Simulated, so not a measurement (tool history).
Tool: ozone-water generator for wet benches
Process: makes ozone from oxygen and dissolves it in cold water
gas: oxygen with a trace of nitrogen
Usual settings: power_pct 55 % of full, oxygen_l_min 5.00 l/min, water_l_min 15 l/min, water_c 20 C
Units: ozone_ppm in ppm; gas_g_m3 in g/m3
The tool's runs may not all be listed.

run,hour,power_pct,oxygen_l_min,water_l_min,water_c,ozone_ppm,gas_g_m3
1,0.0,55,5.00,15,20,11.4,129.8
2,34.2,55,5.00,20,20,9.1,129.7
3,58.5,53,5.00,15,20,11.0,126.2
4,81.3,53,5.00,15,20,11.2,125.7
5,101.9,55,3.63,15,20,12.4,160.5
6,128.9,55,3.63,15,20,12.2,161.7
7,159.5,55,5.00,15,18,11.8,129.9
8,191.3,50,5.00,15,18,11.3,118.1
9,209.2,65,5.00,15,20,13.1,147.3
10,229.9,65,5.00,15,20,13.3,146.7
11,269.0,65,5.00,15,20,12.9,145.6
12,301.9,55,5.00,15,13,12.6,127.5
13,335.7,55,5.00,15,13,12.6,128.8
14,361.0,55,5.00,15,13,13.5,128.5
15,378.9,55,3.63,15,20,12.5,159.4
16,409.3,60,7.30,21,23,8.5,105.9
17,434.9,71,2.84,12,15,19.9,230.9
18,464.0,61,4.08,20,19,10.4,160.9
19,496.3,61,4.08,20,19,10.2,160.0
20,516.1,55,5.00,15,16,12.5,128.4
21,552.6,44,6.95,12,21,10.4,86.9
22,585.3,44,6.95,12,21,10.3,86.7
23,606.5,44,6.95,12,21,10.3,86.9
24,628.2,44,6.95,12,21,10.4,86.0
25,666.0,44,6.95,12,21,10.3,86.5
26,687.8,44,6.95,12,21,10.2,86.2
27,715.1,44,3.91,12,21,12.0,127.6
28,747.7,44,3.91,12,21,12.0,128.7
29,770.7,44,4.00,20,20,8.1,125.3
30,801.0,46,2.64,11,20,14.7,170.4

Taken out of this log: 2 entries between the listed runs. Where each belongs, and how the hidden state differs across it:
Between runs 10 and 11: contactor cleaned (hour 236.1)
  yield of the discharge, % of new electrodes': 98.3 -> 98.2; contactor's efficiency, % of a clean one's: 94.2 -> 93.1
  measured less the result without the state, ozone_ppm: -0.8 -> -0.9 ppm; gas_g_m3: -2.4 -> -2.5 g/m3
Between runs 13 and 14: contactor cleaned, once more (hour 350.2)
  contactor's efficiency, % of a clean one's: 93 -> 99.9
  measured less the result without the state, ozone_ppm: -0.9 -> -0.4 ppm; gas_g_m3: -2.2 -> -2.2 g/m3

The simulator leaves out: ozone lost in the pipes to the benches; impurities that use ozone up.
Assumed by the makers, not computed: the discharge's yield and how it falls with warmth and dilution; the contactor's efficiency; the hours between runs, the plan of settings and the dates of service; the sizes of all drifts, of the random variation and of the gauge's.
